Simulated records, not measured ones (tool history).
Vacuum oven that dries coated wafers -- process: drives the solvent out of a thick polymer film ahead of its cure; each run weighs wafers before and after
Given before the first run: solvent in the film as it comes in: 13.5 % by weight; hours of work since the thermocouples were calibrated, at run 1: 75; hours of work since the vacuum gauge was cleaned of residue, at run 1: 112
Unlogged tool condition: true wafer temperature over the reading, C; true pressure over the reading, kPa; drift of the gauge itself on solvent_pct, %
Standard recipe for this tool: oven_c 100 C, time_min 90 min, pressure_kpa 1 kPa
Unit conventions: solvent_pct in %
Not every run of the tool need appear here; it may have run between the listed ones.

run,hour,oven_c,time_min,pressure_kpa,hours of work since the thermocouples were calibrated,hours of work since the vacuum gauge was cleaned of residue,solvent_pct
1,0,100,90,1,75,112,3.06
2,21.3,100,90,1,89,126,3.11
3,36.5,100,90,1,99,136,3.06
4,54.2,100,90,1,111,148,3.09
5,67.3,100,90,1,120,157,3.1
6,80.1,100,90,1,129,166,3.07
7,103.1,100,90,1,145,181,3.06
8,121.8,100,90,1,157,194,3
9,144.4,100,90,1,173,209,3.19
10,158.1,100,90,1,182,219,3.18
11,174.2,100,86,1,193,230,3.45
12,185.9,100,49,1,201,238,5.36
13,210.6,94,154,1,217,254,2.73
# hour 214.9: oven's thermocouples calibrated
14,228.5,94,90,1,9,265,4.67
15,245.1,105,90,0.51,20,276,1.84
16,256.4,105,90,0.51,28,284,1.81
# hour 267.5: oven's thermocouples calibrated, once more
17,281.4,104,118,0.51,9,300,1.23
18,297.1,97,111,2.73,20,310,4.35
19,315.5,110,66,1,33,323,1.94
20,335.6,90,90,0.65,46,336,5.49
21,355.4,90,90,0.72,60,350,5.45
22,379.3,89,90,1,76,366,5.78

What if the next run were any one of these 3? Each begins from the tool's condition after run 22:
A,396.9,100,60,2.63,88,378,?
B,396.9,111,90,1,88,378,?
C,396.9,103,127,1,88,378,?

run,solvent_pct
A,5.48
B,1.23
C,1.54
Had the tool no hidden state, the same runs would have come out as:
run,solvent_pct
A,5.45
B,1.2
C,1.5
